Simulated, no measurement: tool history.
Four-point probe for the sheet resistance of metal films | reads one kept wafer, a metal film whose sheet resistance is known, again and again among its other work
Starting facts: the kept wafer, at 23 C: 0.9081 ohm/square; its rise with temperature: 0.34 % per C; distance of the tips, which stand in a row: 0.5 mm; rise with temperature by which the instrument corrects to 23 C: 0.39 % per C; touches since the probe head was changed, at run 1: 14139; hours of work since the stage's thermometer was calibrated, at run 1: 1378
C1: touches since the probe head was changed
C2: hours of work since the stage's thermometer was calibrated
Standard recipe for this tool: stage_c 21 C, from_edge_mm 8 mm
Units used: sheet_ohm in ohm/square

run 1 hour=0 | stage_c=21 from_edge_mm=8 | C1=14139 C2=1378 | sheet_ohm=0.90652
run 2 hour=22.3 | stage_c=21 from_edge_mm=8 | C1=14757 C2=1390 | sheet_ohm=0.906466
run 3 hour=50.6 | stage_c=21 from_edge_mm=8 | C1=15538 C2=1406 | sheet_ohm=0.906466
run 4 hour=77 | stage_c=21 from_edge_mm=8 | C1=16267 C2=1420 | sheet_ohm=0.906202
run 5 hour=89.1 | stage_c=21 from_edge_mm=8 | C1=16601 C2=1426 | sheet_ohm=0.906757
run 6 hour=117 | stage_c=24 from_edge_mm=8 | C1=17373 C2=1442 | sheet_ohm=0.905185
run 7 hour=131 | stage_c=24 from_edge_mm=8 | C1=17760 C2=1449 | sheet_ohm=0.905251
run 8 hour=157.6 | stage_c=24 from_edge_mm=8 | C1=18496 C2=1464 | sheet_ohm=0.905144
run 9 hour=183.6 | stage_c=24 from_edge_mm=8 | C1=19214 C2=1478 | sheet_ohm=0.905313
run 10 hour=197.8 | stage_c=21 from_edge_mm=16 | C1=19607 C2=1485 | sheet_ohm=0.904929
run 11 hour=214.2 | stage_c=21 from_edge_mm=11 | C1=20060 C2=1494 | sheet_ohm=0.905276
run 12 hour=226.9 | stage_c=21 from_edge_mm=11 | C1=20410 C2=1501 | sheet_ohm=0.905105
run 13 hour=243.9 | stage_c=21 from_edge_mm=11 | C1=20882 C2=1510 | sheet_ohm=0.905281
run 14 hour=269.4 | stage_c=21 from_edge_mm=11 | C1=21586 C2=1524 | sheet_ohm=0.905673
run 15 hour=294.6 | stage_c=21 from_edge_mm=3 | C1=22281 C2=1538 | sheet_ohm=0.917737
run 16 hour=306.7 | stage_c=21 from_edge_mm=3 | C1=22616 C2=1544 | sheet_ohm=0.917991
run 17 hour=334.3 | stage_c=21 from_edge_mm=18 | C1=23379 C2=1559 | sheet_ohm=0.904556
run 18 hour=355.6 | stage_c=21 from_edge_mm=8 | C1=23967 C2=1571 | sheet_ohm=0.906039
run 19 hour=383.5 | stage_c=34 from_edge_mm=23 | C1=24738 C2=1586 | sheet_ohm=0.899542
run 20 hour=412.5 | stage_c=34 from_edge_mm=23 | C1=25541 C2=1602 | sheet_ohm=0.899176
run 21 hour=436.6 | stage_c=24 from_edge_mm=47 | C1=26207 C2=1615 | sheet_ohm=0.902897
run 22 hour=453.9 | stage_c=24 from_edge_mm=47 | C1=26684 C2=1624 | sheet_ohm=0.902937
run 23 hour=472.9 | stage_c=33 from_edge_mm=3 | C1=27211 C2=1634 | sheet_ohm=0.912639
run 24 hour=485.3 | stage_c=28 from_edge_mm=16 | C1=27553 C2=1641 | sheet_ohm=0.901692
run 25 hour=497.9 | stage_c=25 from_edge_mm=8 | C1=27902 C2=1648 | sheet_ohm=0.904219
run 26 hour=510.2 | stage_c=25 from_edge_mm=15 | C1=28240 C2=1655 | sheet_ohm=0.902778
run 27 hour=529.2 | stage_c=29 from_edge_mm=8 | C1=28766 C2=1665 | sheet_ohm=0.902461
run 28 hour=543.7 | stage_c=21 from_edge_mm=61 | C1=29167 C2=1673 | sheet_ohm=0.90377
run 29 hour=565.1 | stage_c=19 from_edge_mm=9 | C1=29758 C2=1684 | sheet_ohm=0.906303
run 30 hour=585.2 | stage_c=24 from_edge_mm=9 | C1=30316 C2=1695 | sheet_ohm=0.904181
run 31 hour=613.7 | stage_c=20 from_edge_mm=51 | C1=31104 C2=1711 | sheet_ohm=0.904317
run 32 hour=636.2 | stage_c=24 from_edge_mm=17 | C1=31725 C2=1723 | sheet_ohm=0.903385
run 33 hour=659 | stage_c=21 from_edge_mm=17 | C1=32354 C2=1735 | sheet_ohm=0.903695
run 34 hour=676.1 | stage_c=18 from_edge_mm=13 | C1=32828 C2=1744 | sheet_ohm=0.905611
run 35 hour=692.2 | stage_c=20 from_edge_mm=9 | C1=33273 C2=1753 | sheet_ohm=0.905386

Hidden state or all else? Some run-to-run changes of sheet_ohm, split into what the settings, what came in and random variation would give without the hidden state, and what is left for the hidden state (with any gauge scatter that isn't in both results):
Hidden state at play: inner tips' distance over the nominal, %; tips' flats over new ones', %; wafer's true temperature over the reading, C; drift of the gauge itself on sheet_ohm, %.
Run 14 -> 15: from_edge_mm 11 -> 3. sheet_ohm +0.012064 ohm/square: hidden state -0.000095, all else +0.012159.
Run 16 -> 17: from_edge_mm 3 -> 18. sheet_ohm -0.013435 ohm/square: hidden state +0.000026, all else -0.013461.
Run 20 -> 21: stage_c 34 -> 24, from_edge_mm 23 -> 47. sheet_ohm +0.003721 ohm/square: hidden state -0.000112, all else +0.003833.
Run 23 -> 24: stage_c 33 -> 28, from_edge_mm 3 -> 16. sheet_ohm -0.010947 ohm/square: hidden state +0.000008, all else -0.010955.
Run 27 -> 28: stage_c 29 -> 21, from_edge_mm 8 -> 61. sheet_ohm +0.001309 ohm/square: hidden state -0.000078, all else +0.001387.
